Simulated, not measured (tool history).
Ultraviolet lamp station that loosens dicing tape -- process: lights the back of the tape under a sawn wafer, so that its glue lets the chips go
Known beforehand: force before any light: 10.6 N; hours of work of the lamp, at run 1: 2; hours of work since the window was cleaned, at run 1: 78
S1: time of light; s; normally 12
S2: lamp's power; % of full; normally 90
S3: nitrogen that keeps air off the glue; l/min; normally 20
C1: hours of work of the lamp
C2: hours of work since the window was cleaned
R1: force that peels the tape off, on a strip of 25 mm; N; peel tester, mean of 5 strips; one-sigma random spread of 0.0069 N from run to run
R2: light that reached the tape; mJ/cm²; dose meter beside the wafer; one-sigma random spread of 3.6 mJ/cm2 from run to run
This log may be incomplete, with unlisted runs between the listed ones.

run 1 day=0 | S1=12 S2=90 S3=20 | C1=2 C2=78 | R1=0.252 R2=583
run 2 day=0.292 | S1=12 S2=90 S3=20 | C1=6 C2=83 | R1=0.249 R2=590
run 3 day=0.571 | S1=12 S2=90 S3=20 | C1=11 C2=88 | R1=0.258 R2=588
run 4 day=1.146 | S1=12 S2=90 S3=20 | C1=20 C2=97 | R1=0.242 R2=582
run 5 day=1.546 | S1=12 S2=90 S3=20 | C1=27 C2=103 | R1=0.24 R2=580
run 6 day=2.05 | S1=12 S2=90 S3=20 | C1=35 C2=112 | R1=0.249 R2=586
run 7 day=2.638 | S1=13 S2=90 S3=20 | C1=44 C2=121 | R1=0.222 R2=627
run 8 day=2.996 | S1=13 S2=90 S3=20 | C1=50 C2=127 | R1=0.228 R2=618
run 9 day=3.329 | S1=13 S2=90 S3=20 | C1=55 C2=132 | R1=0.222 R2=625
run 10 day=3.7 | S1=13 S2=90 S3=20 | C1=61 C2=138 | R1=0.226 R2=621
run 11 day=4.192 | S1=13 S2=90 S3=20 | C1=69 C2=146 | R1=0.235 R2=611
run 12 day=4.496 | S1=13 S2=90 S3=20 | C1=74 C2=151 | R1=0.232 R2=619
run 13 day=4.817 | S1=20 S2=90 S3=20 | C1=79 C2=156 | R1=0.187 R2=951
run 14 day=5.338 | S1=20 S2=77 S3=20 | C1=88 C2=165 | R1=0.186 R2=799
run 15 day=5.808 | S1=12 S2=90 S3=20 | C1=95 C2=172 | R1=0.263 R2=555
run 16 day=6.192 | S1=12 S2=90 S3=20 | C1=102 C2=178 | R1=0.251 R2=556
run 17 day=6.692 | S1=12 S2=72 S3=20 | C1=110 C2=187 | R1=0.38 R2=448
run 18 day=6.971 | S1=12 S2=88 S3=7 | C1=114 C2=191 | R1=0.649 R2=545
run 19 day=7.383 | S1=12 S2=88 S3=7 | C1=121 C2=198 | R1=0.701 R2=538
run 20 day=7.696 | S1=22 S2=90 S3=10 | C1=126 C2=203 | R1=0.206 R2=1013
run 21 day=8.217 | S1=22 S2=90 S3=10 | C1=134 C2=211 | R1=0.193 R2=1008
run 22 day=8.717 | S1=14 S2=90 S3=20 | C1=142 C2=219 | R1=0.226 R2=642
run 23 day=8.975 | S1=16 S2=93 S3=37 | C1=147 C2=223 | R1=0.196 R2=754
run 24 day=9.388 | S1=15 S2=93 S3=8 | C1=153 C2=230 | R1=0.341 R2=707
run 25 day=9.692 | S1=15 S2=93 S3=8 | C1=158 C2=235 | R1=0.339 R2=697
run 26 day=10.171 | S1=9 S2=90 S3=27 | C1=166 C2=243 | R1=0.365 R2=406
run 27 day=10.55 | S1=18 S2=90 S3=20 | C1=172 C2=249 | R1=0.201 R2=803
run 28 day=10.817 | S1=11 S2=90 S3=37 | C1=176 C2=253 | R1=0.223 R2=496
run 29 day=11.183 | S1=18 S2=90 S3=14 | C1=182 C2=259 | R1=0.206 R2=806
run 30 day=11.692 | S1=18 S2=90 S3=14 | C1=191 C2=267 | R1=0.218 R2=808
run 31 day=12.2 | S1=18 S2=90 S3=14 | C1=199 C2=276 | R1=0.202 R2=801
run 32 day=12.454 | S1=18 S2=90 S3=14 | C1=203 C2=280 | R1=0.214 R2=794
run 33 day=12.75 | S1=12 S2=76 S3=32 | C1=208 C2=284 | R1=0.264 R2=449

Consider 3 possible next runs. They are alternatives, not a sequence: every one starts from the tool as it was left by run 33. What does each give?
run A day=13.021 | S1=12 S2=80 S3=32 | C1=212 C2=289 | R1=? R2=?
run B day=13.021 | S1=8 S2=90 S3=22 | C1=212 C2=289 | R1=? R2=?
run C day=13.021 | S1=13 S2=82 S3=19 | C1=212 C2=289 | R1=? R2=?

run=A R1=0.267 R2=468
run=B R1=0.593 R2=354
run=C R1=0.304 R2=526
Without the tool's hidden state the same runs would have given:
run=A R1=0.229 R2=535
run=B R1=0.443 R2=404
run=C R1=0.25 R2=601
